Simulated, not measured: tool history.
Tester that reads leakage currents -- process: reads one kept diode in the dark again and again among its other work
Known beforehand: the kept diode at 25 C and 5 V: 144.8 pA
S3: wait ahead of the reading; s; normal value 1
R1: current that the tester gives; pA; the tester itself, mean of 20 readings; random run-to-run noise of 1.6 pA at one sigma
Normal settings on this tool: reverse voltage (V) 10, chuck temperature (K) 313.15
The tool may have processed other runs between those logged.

{"run": 1, "hour": 0.0, "reverse voltage (V)": 10, "chuck temperature (K)": 313.15, "S3": 1, "R1": 526.16}
{"run": 2, "hour": 26.5, "reverse voltage (V)": 10, "chuck temperature (K)": 313.15, "S3": 0.55, "R1": 525.92}
{"run": 3, "hour": 45.4, "reverse voltage (V)": 10, "chuck temperature (K)": 313.15, "S3": 0.55, "R1": 525.64}
{"run": 4, "hour": 77.2, "reverse voltage (V)": 10, "chuck temperature (K)": 295.15, "S3": 1, "R1": 152.02}
{"run": 5, "hour": 104.5, "reverse voltage (V)": 10, "chuck temperature (K)": 295.15, "S3": 1, "R1": 153.12}
{"run": 6, "hour": 127.7, "reverse voltage (V)": 10, "chuck temperature (K)": 295.15, "S3": 1, "R1": 152.43}
{"run": 7, "hour": 142.7, "reverse voltage (V)": 10, "chuck temperature (K)": 295.15, "S3": 1, "R1": 151.85}
{"run": 8, "hour": 162.6, "reverse voltage (V)": 10, "chuck temperature (K)": 313.15, "S3": 0.45, "R1": 522.86}
{"run": 9, "hour": 181.0, "reverse voltage (V)": 10, "chuck temperature (K)": 313.15, "S3": 0.45, "R1": 524.01}
{"run": 10, "hour": 213.4, "reverse voltage (V)": 10, "chuck temperature (K)": 313.15, "S3": 1, "R1": 522.38}
{"run": 11, "hour": 237.2, "reverse voltage (V)": 10, "chuck temperature (K)": 313.15, "S3": 1, "R1": 525.69}
{"run": 12, "hour": 255.7, "reverse voltage (V)": 10, "chuck temperature (K)": 313.15, "S3": 1, "R1": 523.34}
{"run": 13, "hour": 274.1, "reverse voltage (V)": 10, "chuck temperature (K)": 313.15, "S3": 1.24, "R1": 525.98}
{"run": 14, "hour": 300.7, "reverse voltage (V)": 10, "chuck temperature (K)": 313.15, "S3": 1.24, "R1": 525.71}
{"run": 15, "hour": 324.5, "reverse voltage (V)": 10, "chuck temperature (K)": 313.15, "S3": 1.24, "R1": 523.79}
{"run": 16, "hour": 347.3, "reverse voltage (V)": 10, "chuck temperature (K)": 318.15, "S3": 0.44, "R1": 733.36}
{"run": 17, "hour": 375.8, "reverse voltage (V)": 5.6, "chuck temperature (K)": 328.15, "S3": 2.7, "R1": 1119.74}
{"hour": 396.3, "done": "probe card cleaned and baked"}
{"run": 18, "hour": 400.6, "reverse voltage (V)": 10, "chuck temperature (K)": 313.15, "S3": 9.2, "R1": 511.68}
{"run": 19, "hour": 420.5, "reverse voltage (V)": 10, "chuck temperature (K)": 313.15, "S3": 9.2, "R1": 510.66}
{"run": 20, "hour": 452.0, "reverse voltage (V)": 10, "chuck temperature (K)": 313.15, "S3": 9.2, "R1": 509.09}
{"run": 21, "hour": 479.9, "reverse voltage (V)": 2.9, "chuck temperature (K)": 313.15, "S3": 1.92, "R1": 344.85}
{"run": 22, "hour": 511.4, "reverse voltage (V)": 9.9, "chuck temperature (K)": 297.15, "S3": 0.93, "R1": 162.65}
{"run": 23, "hour": 533.1, "reverse voltage (V)": 1.4, "chuck temperature (K)": 297.15, "S3": 0.93, "R1": 87.18}
{"run": 24, "hour": 550.5, "reverse voltage (V)": 1.4, "chuck temperature (K)": 297.15, "S3": 0.93, "R1": 87.38}
{"run": 25, "hour": 577.2, "reverse voltage (V)": 10, "chuck temperature (K)": 330.15, "S3": 2.68, "R1": 1518.6}
{"run": 26, "hour": 590.9, "reverse voltage (V)": 7.2, "chuck temperature (K)": 313.15, "S3": 4.68, "R1": 459.64}
{"run": 27, "hour": 618.4, "reverse voltage (V)": 1.8, "chuck temperature (K)": 313.15, "S3": 1, "R1": 296.26}

Measured result minus the same run's result without the hidden state. Both carry the same run-to-run variation, though not necessarily the same gauge scatter:
Hidden state present: stray current of the dirty probe card, pA a volt; current scale over the true one, %; true chuck temperature over the reading, C; drift of the gauge itself on leakage_pa, %.
run=1 R1=+1.77
run=2 R1=+1.59
run=3 R1=+1.46
run=4 R1=+7.26
run=5 R1=+7.3
run=6 R1=+7.26
run=7 R1=+7.22
run=8 R1=+0.62
run=9 R1=+0.49
run=10 R1=+0.26
run=11 R1=+0.12
run=12 R1=-0.02
run=13 R1=-0.14
run=14 R1=-0.34
run=15 R1=-0.5
run=16 R1=-4.62
run=17 R1=-16.73
run=18 R1=-11.85
run=19 R1=-11.95
run=20 R1=-12.1
run=21 R1=-8.42
run=22 R1=-4.3
run=23 R1=-2.46
run=24 R1=-2.5
run=25 R1=-34.88
run=26 R1=-11.89
run=27 R1=-7.95
